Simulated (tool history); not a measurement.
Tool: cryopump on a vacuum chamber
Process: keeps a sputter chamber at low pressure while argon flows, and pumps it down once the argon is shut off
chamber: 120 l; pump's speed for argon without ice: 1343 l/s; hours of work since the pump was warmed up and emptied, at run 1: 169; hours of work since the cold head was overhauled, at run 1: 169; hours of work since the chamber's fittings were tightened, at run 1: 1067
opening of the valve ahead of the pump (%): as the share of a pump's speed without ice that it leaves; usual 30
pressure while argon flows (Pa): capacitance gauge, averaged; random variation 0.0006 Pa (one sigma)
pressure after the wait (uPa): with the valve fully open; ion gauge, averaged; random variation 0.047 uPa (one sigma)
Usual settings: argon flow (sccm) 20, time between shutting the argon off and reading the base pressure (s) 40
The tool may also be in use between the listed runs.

run,hour,argon flow (sccm),time between shutting the argon off and reading the base pressure (s),opening of the valve ahead of the pump (%),hours of work since the pump was warmed up and emptied,hours of work since the cold head was overhauled,hours of work since the chamber's fittings were tightened,pressure while argon flows (Pa),pressure after the wait (uPa)
1,0,20,40,30,169,169,1067,0.0872,3.94
2,19.5,20,40,30,186,186,1083,0.0867,3.86
3,61.7,20,40,30,221,221,1119,0.0889,4
4,82.1,20,40,30,238,238,1136,0.0875,4.11
5,125.2,20,219,30,274,274,1172,0.0875,2.02
6,168.9,15,219,30,310,310,1208,0.0659,1.97
7,207.4,15,219,30,343,343,1240,0.0665,2.1
8,231.5,20,40,30,363,363,1261,0.0913,4.32
9,258.9,20,40,30,386,386,1283,0.0909,4.27
10,299.5,20,54,30,420,420,1317,0.0903,3.68
11,330.5,20,43,49,446,446,1343,0.0588,4.28
12,354.1,26,132,48,465,465,1363,0.0779,2.67
13,389.3,26,73,48,495,495,1392,0.0793,3.3
14,429.4,29,73,48,528,528,1426,0.0899,3.45
15,462.1,17,73,48,555,555,1453,0.0534,3.59
16,499,17,73,48,586,586,1484,0.0535,3.71
# hour 535.3: pump warmed up, emptied and cooled again
17,544.1,25,56,59,7,620,1518,0.054,3.42

Forecast each of these 4 alternatives for the next run:
A,582.4,12,29,29,39,652,1550,?,?
B,582.4,16,119,30,39,652,1550,?,?
C,582.4,9,22,41,39,652,1550,?,?
D,582.4,27,56,59,39,652,1550,?,?

run,pressure while argon flows (Pa),pressure after the wait (uPa)
A,0.0527,5.23
B,0.0678,2.53
C,0.0281,6.36
D,0.0587,3.46
Without the tool's hidden state the same runs would have given:
run,pressure while argon flows (Pa),pressure after the wait (uPa)
A,0.0522,3.8
B,0.0672,1.08
C,0.0277,4.94
D,0.0576,2.05
